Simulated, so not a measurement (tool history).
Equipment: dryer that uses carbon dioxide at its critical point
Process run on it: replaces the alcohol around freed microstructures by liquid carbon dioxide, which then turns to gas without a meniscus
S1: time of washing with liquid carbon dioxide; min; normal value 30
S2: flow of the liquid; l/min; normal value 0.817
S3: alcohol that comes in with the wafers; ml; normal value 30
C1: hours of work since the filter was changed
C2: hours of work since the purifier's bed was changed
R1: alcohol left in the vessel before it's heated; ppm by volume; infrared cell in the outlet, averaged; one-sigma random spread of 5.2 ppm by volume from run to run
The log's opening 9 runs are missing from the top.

run	hour	S1	S2	S3	C1	C2	R1
# hour 331.3: inlet filter changed
10	334.0	30	1.339	30	2	235	29
11	365.8	30	1.339	30	24	257	35
12	391.4	30	1.339	30	42	274	35
13	421.8	30	1.339	30	63	295	30
14	455.5	29	1.339	30	86	319	44
15	502.8	29	1.339	30	119	352	47
16	549.6	19	0.817	30	151	384	618
17	586.5	19	0.817	30	177	409	638
18	635.9	19	0.817	30	211	444	660
19	679.4	19	0.882	43	241	474	796
# hour 730.1: inlet filter changed
20	732.2	19	0.882	43	1	510	617
21	759.6	36	0.633	101	20	529	527
22	782.5	26	0.583	46	36	544	869
23	836.8	26	0.583	46	74	582	902
# hour 849.8: purifier's bed changed
24	881.2	26	0.583	46	103	22	896
25	925.8	26	0.583	46	133	53	921
26	961.9	22	1.041	37	158	78	238
27	999.7	22	1.041	37	184	104	244
28	1037.8	27	0.539	30	211	130	727
29	1083.8	27	0.539	34	243	162	853
# hour 1131.6: inlet filter changed
30	1131.6	27	0.539	34	0	194	661

Run 31 has not been measured yet. What should we expect?
31	1161.3	20	0.539	34	21	215	?

Run 31 gave R1 1342 ppm by volume.
Take away the tool's hidden state, keep the run-to-run variation as it was, and the same run would have given R1 1299 ppm by volume.
